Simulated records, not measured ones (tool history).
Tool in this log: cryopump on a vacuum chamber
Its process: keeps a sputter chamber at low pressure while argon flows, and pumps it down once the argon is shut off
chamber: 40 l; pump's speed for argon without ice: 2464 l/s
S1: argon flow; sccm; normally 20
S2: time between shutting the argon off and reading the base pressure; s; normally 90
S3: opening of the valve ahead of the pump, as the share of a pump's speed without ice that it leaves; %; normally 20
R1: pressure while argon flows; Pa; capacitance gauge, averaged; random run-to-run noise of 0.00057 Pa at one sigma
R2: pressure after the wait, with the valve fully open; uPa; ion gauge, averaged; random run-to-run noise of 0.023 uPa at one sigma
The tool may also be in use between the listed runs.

run,hour,S1,S2,S3,R1,R2
1,0,20,90,20,0.0738,1.57
2,71.4,20,90,20,0.0749,1.68
3,129.7,20,90,20,0.0752,1.78
4,184,31,90,20,0.1173,1.84
5,222.7,20,220,20,0.0759,1.46
# hour 264: pump warmed up, emptied and cooled again
6,268.1,20,220,22,0.0629,1.08
7,309.8,14,220,22,0.0434,1.09
8,361.7,14,220,22,0.0434,1.15
9,436.8,20,90,20,0.0698,1.57
10,511.6,20,90,20,0.0691,1.6
11,569.6,20,90,20,0.07,1.62
12,642.9,20,275,20,0.0707,1.21
13,712.1,20,275,20,0.0706,1.3
14,787.9,20,275,20,0.0715,1.34
15,840.3,18,180,51,0.0276,1.58
16,882.4,8,122,51,0.012,1.76
17,954.2,17,113,36,0.0361,1.78
18,1037.7,17,113,36,0.0371,1.91
19,1079.7,17,113,36,0.0365,1.99
20,1144.2,21,113,36,0.0454,2.02
21,1211.7,25,168,46,0.0451,1.86
22,1249.5,25,168,46,0.0462,1.99
23,1290.4,20,297,40,0.0412,1.84
# hour 1351: pump warmed up, emptied and cooled again
24,1358.5,12,96,18,0.0467,1.81
25,1405.8,25,90,51,0.0346,1.88
26,1456.1,29,90,51,0.0399,1.93
27,1528.9,14,90,20,0.0493,1.97

Selected run-to-run steps in R1, each split into two signed amounts: the part the tool would show with no hidden state at all (from settings, incoming material and random variation), and the remainder, which goes to the hidden state together with any gauge scatter not common to the measured and the hidden-state-free results:
What the log doesn't record here: pump's speed, % of a pump's without ice; cold plate's temperature, K; leak into the chamber, uPa l/s; drift of the gauge itself on working_pa, %; drift of the gauge itself on base_upa, %.
Run 3 -> 4: S1 20 -> 31. R1 +0.0421 Pa: hidden state +0.0044, all else +0.0377.
Run 5 -> 6: S3 20 -> 22, pump warmed up, emptied and cooled again. R1 -0.013 Pa: hidden state -0.007, all else -0.006.
Run 14 -> 15: S1 20 -> 18, S2 275 -> 180, S3 20 -> 51. R1 -0.0439 Pa: hidden state +0.0001, all else -0.044.
Run 23 -> 24: S1 20 -> 12, S2 297 -> 96, S3 40 -> 18, pump warmed up, emptied and cooled again. R1 +0.0055 Pa: hidden state -0.0067, all else +0.0122.
